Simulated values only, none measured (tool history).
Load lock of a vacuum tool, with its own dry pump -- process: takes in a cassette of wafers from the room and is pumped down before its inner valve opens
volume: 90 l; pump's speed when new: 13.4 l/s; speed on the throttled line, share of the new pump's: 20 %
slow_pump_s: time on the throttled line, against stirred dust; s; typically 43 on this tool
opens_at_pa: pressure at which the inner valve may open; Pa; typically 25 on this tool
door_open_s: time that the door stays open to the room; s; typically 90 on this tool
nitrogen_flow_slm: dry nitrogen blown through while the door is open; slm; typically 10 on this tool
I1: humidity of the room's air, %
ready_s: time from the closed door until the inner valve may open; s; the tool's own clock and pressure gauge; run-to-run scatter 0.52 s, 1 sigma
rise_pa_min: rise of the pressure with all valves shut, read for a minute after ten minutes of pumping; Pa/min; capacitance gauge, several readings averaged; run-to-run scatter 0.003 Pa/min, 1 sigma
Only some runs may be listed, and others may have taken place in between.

run 1 hour=0.0 | slow_pump_s=43 opens_at_pa=25 door_open_s=90 nitrogen_flow_slm=10 | I1=46.7 | ready_s=90.4 rise_pa_min=0.103
run 2 hour=79.2 | slow_pump_s=43 opens_at_pa=25 door_open_s=90 nitrogen_flow_slm=10 | I1=43.0 | ready_s=90.9 rise_pa_min=0.103
run 3 hour=144.5 | slow_pump_s=43 opens_at_pa=25 door_open_s=90 nitrogen_flow_slm=10 | I1=46.1 | ready_s=90.0 rise_pa_min=0.109
run 4 hour=220.6 | slow_pump_s=43 opens_at_pa=25 door_open_s=44 nitrogen_flow_slm=10 | I1=41.8 | ready_s=89.2 rise_pa_min=0.100
run 5 hour=292.7 | slow_pump_s=43 opens_at_pa=25 door_open_s=90 nitrogen_flow_slm=10 | I1=46.8 | ready_s=90.6 rise_pa_min=0.116
run 6 hour=345.2 | slow_pump_s=43 opens_at_pa=25 door_open_s=90 nitrogen_flow_slm=10 | I1=48.6 | ready_s=90.1 rise_pa_min=0.110
run 7 hour=407.8 | slow_pump_s=43 opens_at_pa=22 door_open_s=90 nitrogen_flow_slm=10 | I1=42.8 | ready_s=90.7 rise_pa_min=0.113
run 8 hour=457.7 | slow_pump_s=43 opens_at_pa=22 door_open_s=90 nitrogen_flow_slm=10 | I1=46.2 | ready_s=91.8 rise_pa_min=0.115
run 9 hour=530.7 | slow_pump_s=43 opens_at_pa=25 door_open_s=90 nitrogen_flow_slm=11 | I1=48.3 | ready_s=91.1 rise_pa_min=0.122
run 10 hour=606.4 | slow_pump_s=43 opens_at_pa=25 door_open_s=90 nitrogen_flow_slm=11 | I1=45.1 | ready_s=91.2 rise_pa_min=0.120
run 11 hour=689.9 | slow_pump_s=43 opens_at_pa=25 door_open_s=90 nitrogen_flow_slm=13 | I1=46.2 | ready_s=91.4 rise_pa_min=0.118
run 12 hour=782.0 | slow_pump_s=74 opens_at_pa=23 door_open_s=36 nitrogen_flow_slm=26 | I1=45.2 | ready_s=115.9 rise_pa_min=0.109
run 13 hour=855.4 | slow_pump_s=43 opens_at_pa=23 door_open_s=90 nitrogen_flow_slm=10 | I1=47.8 | ready_s=91.2 rise_pa_min=0.133
run 14 hour=937.4 | slow_pump_s=43 opens_at_pa=20 door_open_s=90 nitrogen_flow_slm=10 | I1=45.0 | ready_s=92.8 rise_pa_min=0.126

Expected results for the next run?
run 15 hour=1019.0 | slow_pump_s=43 opens_at_pa=20 door_open_s=90 nitrogen_flow_slm=15 | I1=47.9 | ready_s=? rise_pa_min=?

Run 15 yielded ready_s 91.9 s, rise_pa_min 0.129 Pa/min.
Take away the tool's hidden state, keep the run-to-run variation as it was, and the same run would have given ready_s 91.6 s, rise_pa_min 0.025 Pa/min.
